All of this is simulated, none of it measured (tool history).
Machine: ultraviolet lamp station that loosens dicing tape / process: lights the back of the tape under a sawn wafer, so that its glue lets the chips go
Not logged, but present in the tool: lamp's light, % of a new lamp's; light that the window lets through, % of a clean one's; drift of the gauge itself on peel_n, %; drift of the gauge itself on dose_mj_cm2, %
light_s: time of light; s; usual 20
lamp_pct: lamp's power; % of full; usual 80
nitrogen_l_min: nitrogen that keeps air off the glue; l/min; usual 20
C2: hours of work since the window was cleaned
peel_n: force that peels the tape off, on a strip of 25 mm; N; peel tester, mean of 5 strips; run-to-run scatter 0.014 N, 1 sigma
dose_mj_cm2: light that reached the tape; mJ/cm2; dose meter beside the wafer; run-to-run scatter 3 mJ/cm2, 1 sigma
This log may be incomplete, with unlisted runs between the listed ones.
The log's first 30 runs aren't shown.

Run 31, day 46.625: usual settings but light_s 30 s, lamp_pct 62 % of full, nitrogen_l_min 19 l/min; hours of work of the lamp 1035; C2 54. Result: peel_n 0.763 N, dose_mj_cm2 437 mJ/cm2.
Run 32, day 47.883: usual settings but light_s 14 s, lamp_pct 92 % of full; hours of work of the lamp 1058; C2 77. Result: peel_n 1.563 N, dose_mj_cm2 300 mJ/cm2.
Run 33, day 49.488: usual settings but light_s 14 s, lamp_pct 92 % of full; hours of work of the lamp 1087; C2 106. Result: peel_n 1.65 N, dose_mj_cm2 296 mJ/cm2.
Run 34, day 51.083: usual settings but light_s 14 s, lamp_pct 88 % of full; hours of work of the lamp 1116; C2 135. Result: peel_n 1.783 N, dose_mj_cm2 286 mJ/cm2.
Run 35, day 52.725: usual settings but lamp_pct 92 % of full, nitrogen_l_min 27 l/min; hours of work of the lamp 1146; C2 165. Result: peel_n 0.708 N, dose_mj_cm2 415 mJ/cm2.
Run 36, day 54.821: usual settings but light_s 11 s, lamp_pct 89 % of full, nitrogen_l_min 34 l/min; hours of work of the lamp 1184; C2 203. Result: peel_n 2.247 N, dose_mj_cm2 215 mJ/cm2.
At day 55.35: window cleaned of glue's vapour.
Run 37, day 56.458: usual settings but light_s 27 s, lamp_pct 98 % of full, nitrogen_l_min 10 l/min; hours of work of the lamp 1213; C2 20. Result: peel_n 0.57 N, dose_mj_cm2 606 mJ/cm2.
Run 38, day 57.483: usual settings but light_s 27 s, lamp_pct 66 % of full, nitrogen_l_min 12 l/min; hours of work of the lamp 1232; C2 39. Result: peel_n 1.17 N, dose_mj_cm2 410 mJ/cm2.
Run 39, day 58.883: usual settings but lamp_pct 65 % of full; hours of work of the lamp 1257; C2 64. Result: peel_n 1.61 N, dose_mj_cm2 291 mJ/cm2.
Run 40, day 60.421: usual settings but light_s 29 s, lamp_pct 79 % of full, nitrogen_l_min 30 l/min; hours of work of the lamp 1285; C2 92. Result: peel_n 0.443 N, dose_mj_cm2 509 mJ/cm2.
Run 41, day 61.579: usual settings but lamp_pct 87 % of full, nitrogen_l_min 27 l/min; hours of work of the lamp 1306; C2 113. Result: peel_n 0.827 N, dose_mj_cm2 382 mJ/cm2.
Run 42, day 63.538: usual settings but lamp_pct 81 % of full, nitrogen_l_min 27 l/min; hours of work of the lamp 1342; C2 149. Result: peel_n 0.943 N, dose_mj_cm2 351 mJ/cm2.

3 ways to go on from here, each from the tool as it stands after run 42. What would each give?
Run A, day 64.979: usual settings but nitrogen_l_min 31 l/min; hours of work of the lamp 1368; C2 175. Result: peel_n ?, dose_mj_cm2 ?.
Run B, day 64.979: usual settings but lamp_pct 70 % of full, nitrogen_l_min 19 l/min; hours of work of the lamp 1368; C2 175. Result: peel_n ?, dose_mj_cm2 ?.
Run C, day 64.979: usual settings but light_s 32 s, lamp_pct 63 % of full, nitrogen_l_min 9 l/min; hours of work of the lamp 1368; C2 175. Result: peel_n ?, dose_mj_cm2 ?.

run  peel_n  dose_mj_cm2
  A   0.971          341
  B   1.629          297
  C   1.221          431
What these runs would have given with no unlogged condition in the tool:
run  peel_n  dose_mj_cm2
  A   0.524          456
  B   0.917          398
  C   0.667          577

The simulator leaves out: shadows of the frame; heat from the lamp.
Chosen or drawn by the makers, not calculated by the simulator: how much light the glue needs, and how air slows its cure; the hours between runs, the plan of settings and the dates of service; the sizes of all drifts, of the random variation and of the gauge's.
